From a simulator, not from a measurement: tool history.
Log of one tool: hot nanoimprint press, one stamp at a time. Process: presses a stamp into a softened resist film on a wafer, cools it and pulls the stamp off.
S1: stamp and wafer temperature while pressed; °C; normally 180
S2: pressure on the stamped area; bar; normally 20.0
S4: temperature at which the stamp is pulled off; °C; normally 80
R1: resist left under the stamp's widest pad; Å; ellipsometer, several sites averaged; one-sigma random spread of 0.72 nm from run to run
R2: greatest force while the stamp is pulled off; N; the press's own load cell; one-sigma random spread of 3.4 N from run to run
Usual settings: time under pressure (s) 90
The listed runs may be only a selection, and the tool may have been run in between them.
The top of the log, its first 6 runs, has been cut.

{"run": 7, "hour": 292.6, "S1": 172, "S2": 20.0, "time under pressure (s)": 90, "S4": 80, "R1": 1745, "R2": 218}
{"run": 8, "hour": 329.5, "S1": 172, "S2": 20.0, "time under pressure (s)": 90, "S4": 80, "R1": 1749, "R2": 208}
{"run": 9, "hour": 372.1, "S1": 172, "S2": 20.0, "time under pressure (s)": 90, "S4": 80, "R1": 1727, "R2": 219}
{"hour": 387.8, "done": "plate thermocouple calibrated"}
{"hour": 411.2, "done": "stamp cleaned and given a new release coat"}
{"run": 10, "hour": 420.9, "S1": 172, "S2": 20.0, "time under pressure (s)": 90, "S4": 80, "R1": 1826, "R2": 152}
{"run": 11, "hour": 447.7, "S1": 180, "S2": 20.0, "time under pressure (s)": 90, "S4": 80, "R1": 1419, "R2": 173}
{"run": 12, "hour": 494.3, "S1": 180, "S2": 13.1, "time under pressure (s)": 90, "S4": 80, "R1": 1627, "R2": 166}
{"run": 13, "hour": 532.2, "S1": 180, "S2": 13.1, "time under pressure (s)": 90, "S4": 80, "R1": 1628, "R2": 171}
{"run": 14, "hour": 562.2, "S1": 180, "S2": 20.0, "time under pressure (s)": 134, "S4": 80, "R1": 1232, "R2": 170}
{"hour": 589.2, "done": "press's hydraulic seals changed and the load cell set to zero"}
{"run": 15, "hour": 622.7, "S1": 180, "S2": 20.0, "time under pressure (s)": 90, "S4": 80, "R1": 1382, "R2": 177}
{"run": 16, "hour": 647.3, "S1": 180, "S2": 20.0, "time under pressure (s)": 90, "S4": 80, "R1": 1368, "R2": 184}
{"run": 17, "hour": 676.8, "S1": 180, "S2": 30.0, "time under pressure (s)": 79, "S4": 77, "R1": 1229, "R2": 181}
{"run": 18, "hour": 719.9, "S1": 180, "S2": 20.4, "time under pressure (s)": 90, "S4": 65, "R1": 1361, "R2": 204}
{"run": 19, "hour": 763.9, "S1": 180, "S2": 20.4, "time under pressure (s)": 90, "S4": 65, "R1": 1350, "R2": 208}
{"run": 20, "hour": 798.6, "S1": 180, "S2": 20.4, "time under pressure (s)": 90, "S4": 65, "R1": 1345, "R2": 213}
{"run": 21, "hour": 834.1, "S1": 187, "S2": 18.6, "time under pressure (s)": 73, "S4": 80, "R1": 1180, "R2": 189}
{"run": 22, "hour": 884.2, "S1": 187, "S2": 18.6, "time under pressure (s)": 73, "S4": 80, "R1": 1163, "R2": 204}
{"run": 23, "hour": 918.1, "S1": 177, "S2": 20.0, "time under pressure (s)": 90, "S4": 77, "R1": 1496, "R2": 201}
{"hour": 962.7, "done": "plate thermocouple calibrated"}
{"run": 24, "hour": 962.7, "S1": 185, "S2": 12.9, "time under pressure (s)": 90, "S4": 77, "R1": 1431, "R2": 213}
{"run": 25, "hour": 1001.9, "S1": 180, "S2": 28.7, "time under pressure (s)": 52, "S4": 82, "R1": 1488, "R2": 208}
{"run": 26, "hour": 1045.7, "S1": 180, "S2": 28.7, "time under pressure (s)": 52, "S4": 82, "R1": 1488, "R2": 209}
{"run": 27, "hour": 1089.5, "S1": 180, "S2": 28.7, "time under pressure (s)": 52, "S4": 82, "R1": 1490, "R2": 211}
{"hour": 1126.5, "done": "stamp cleaned and given a new release coat"}
{"run": 28, "hour": 1146.8, "S1": 176, "S2": 20.0, "time under pressure (s)": 90, "S4": 70, "R1": 1614, "R2": 173}
{"run": 29, "hour": 1179.8, "S1": 176, "S2": 20.0, "time under pressure (s)": 90, "S4": 70, "R1": 1605, "R2": 182}
{"run": 30, "hour": 1205.3, "S1": 181, "S2": 31.2, "time under pressure (s)": 163, "S4": 71, "R1": 902, "R2": 179}

4 ways to go on from here, each from the tool as it stands after run 30. What would each give?
{"run": "A", "hour": 1259.4, "S1": 180, "S2": 24.8, "time under pressure (s)": 90, "S4": 66, "R1": "?", "R2": "?"}
{"run": "B", "hour": 1259.4, "S1": 180, "S2": 20.0, "time under pressure (s)": 90, "S4": 67, "R1": "?", "R2": "?"}
{"run": "C", "hour": 1259.4, "S1": 182, "S2": 29.8, "time under pressure (s)": 163, "S4": 87, "R1": "?", "R2": "?"}
{"run": "D", "hour": 1259.4, "S1": 180, "S2": 13.3, "time under pressure (s)": 89, "S4": 77, "R1": "?", "R2": "?"}

run=A R1=1285 R2=192
run=B R1=1390 R2=185
run=C R1=867 R2=160
run=D R1=1586 R2=174
Without the tool's unlogged condition, the same runs would have read:
run=A R1=1316 R2=180
run=B R1=1425 R2=174
run=C R1=889 R2=150
run=D R1=1624 R2=163

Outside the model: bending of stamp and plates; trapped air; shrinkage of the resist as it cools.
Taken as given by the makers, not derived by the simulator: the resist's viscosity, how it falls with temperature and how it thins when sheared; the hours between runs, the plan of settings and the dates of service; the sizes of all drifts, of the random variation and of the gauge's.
